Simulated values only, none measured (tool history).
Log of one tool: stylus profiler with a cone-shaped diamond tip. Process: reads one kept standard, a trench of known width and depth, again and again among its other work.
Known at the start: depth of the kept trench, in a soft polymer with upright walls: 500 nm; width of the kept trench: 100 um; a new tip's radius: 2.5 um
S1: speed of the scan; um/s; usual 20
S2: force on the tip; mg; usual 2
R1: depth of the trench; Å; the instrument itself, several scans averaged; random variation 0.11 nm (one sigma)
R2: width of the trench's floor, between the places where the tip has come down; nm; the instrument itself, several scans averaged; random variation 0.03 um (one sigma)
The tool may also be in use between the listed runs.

run,day,S1,S2,R1,R2
1,0,20,2,5055.8,96870
2,1.004,20,2,5056.5,96850
3,1.704,20,0.8,5030.1,96790
4,2.671,20,0.8,5029.6,96820
5,3.362,20,0.8,5030.7,96830
6,4.371,28,0.8,5029.5,96730
7,5.15,20,5.89,5115.3,96960
8,5.767,20,2,5056.5,96880
9,6.592,20,2,5055,96870
10,7.458,20,2,5055.9,96820
11,8.133,20,1.33,5042.4,96830
12,9.088,20,1.33,5044.2,96790
13,10.025,8,2.69,5068.3,96990
14,10.558,74,2.74,5069.2,96600
15,11.475,74,1.7,5048.6,96500
16,12.558,74,1.7,5051.6,96480
17,13.133,12,2,5058.7,96880

Run 18 comes next. What will it give?
18,14.142,20,0.67,?,?

{"run 18": {"R1": 5027.5, "R2": 96830}}
Without the tool's hidden state the same run would have given R1 5027.3 Å, R2 96840 nm.
